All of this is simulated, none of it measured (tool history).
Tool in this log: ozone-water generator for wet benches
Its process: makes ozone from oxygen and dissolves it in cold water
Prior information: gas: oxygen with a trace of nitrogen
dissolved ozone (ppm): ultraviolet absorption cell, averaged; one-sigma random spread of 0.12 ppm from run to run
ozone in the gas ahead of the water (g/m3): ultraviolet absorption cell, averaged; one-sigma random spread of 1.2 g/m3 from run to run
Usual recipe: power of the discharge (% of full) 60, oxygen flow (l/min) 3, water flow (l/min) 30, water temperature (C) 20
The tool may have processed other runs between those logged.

| run | hour | power of the discharge (% of full) | oxygen flow (l/min) | water flow (l/min) | water temperature (C) | dissolved ozone (ppm) | ozone in the gas ahead of the water (g/m3) |
|---|---|---|---|---|---|---|---|
| 1 | 0 | 60 | 3 | 30 | 20 | 10.9 | 207.3 |
| 2 | 24.5 | 60 | 3 | 30 | 20 | 10.9 | 210.5 |
| 3 | 51.6 | 60 | 3 | 30 | 20 | 10.9 | 207.1 |
| 4 | 67.5 | 60 | 3 | 30 | 20 | 10.8 | 208.3 |
| 5 | 89.2 | 60 | 3 | 30 | 16 | 11.2 | 208.6 |
| 6 | 106.6 | 60 | 3 | 30 | 16 | 11.1 | 208.3 |
| 7 | 135.4 | 60 | 3 | 30 | 16 | 11.2 | 207.8 |
| 8 | 154.2 | 60 | 3 | 30 | 20 | 11 | 208.9 |
| 9 | 184.5 | 60 | 3 | 30 | 20 | 10.7 | 209.2 |
| 10 | 211.6 | 60 | 3 | 30 | 13 | 11.4 | 208.1 |
| 11 | 235.2 | 47 | 3 | 30 | 20 | 8.8 | 168.6 |
| 12 | 254.6 | 43 | 3 | 30 | 20 | 8.1 | 158 |
| 13 | 284.4 | 60 | 3 | 30 | 20 | 10.7 | 204.7 |
| 14 | 315.6 | 60 | 3 | 30 | 20 | 10.9 | 206.6 |
| 15 | 338.7 | 60 | 3 | 30 | 20 | 10.7 | 208.3 |
| 16 | 366.6 | 60 | 3 | 30 | 20 | 10.7 | 205.9 |
| 17 | 396.1 | 60 | 3 | 30 | 21 | 10.7 | 207.1 |
| 18 | 411.6 | 60 | 3.53 | 30 | 14 | 12 | 197.1 |
| 19 | 432.5 | 60 | 3.53 | 30 | 14 | 12.1 | 194.6 |
| 20 | 451.4 | 60 | 3.53 | 30 | 14 | 12 | 195.9 |
| 21 | 475.7 | 60 | 3.53 | 30 | 14 | 12.1 | 195.5 |

Run 22 has not been measured yet. What should we expect?
| 22 | 495.4 | 60 | 3.53 | 30 | 14 | ? | ? |

{"run 22": {"dissolved ozone (ppm)": 12.1, "ozone in the gas ahead of the water (g/m3)": 195.3}}
Minus the tool's unlogged condition, the same run would have read dissolved ozone (ppm) 12.7, ozone in the gas ahead of the water (g/m3) 196.2.

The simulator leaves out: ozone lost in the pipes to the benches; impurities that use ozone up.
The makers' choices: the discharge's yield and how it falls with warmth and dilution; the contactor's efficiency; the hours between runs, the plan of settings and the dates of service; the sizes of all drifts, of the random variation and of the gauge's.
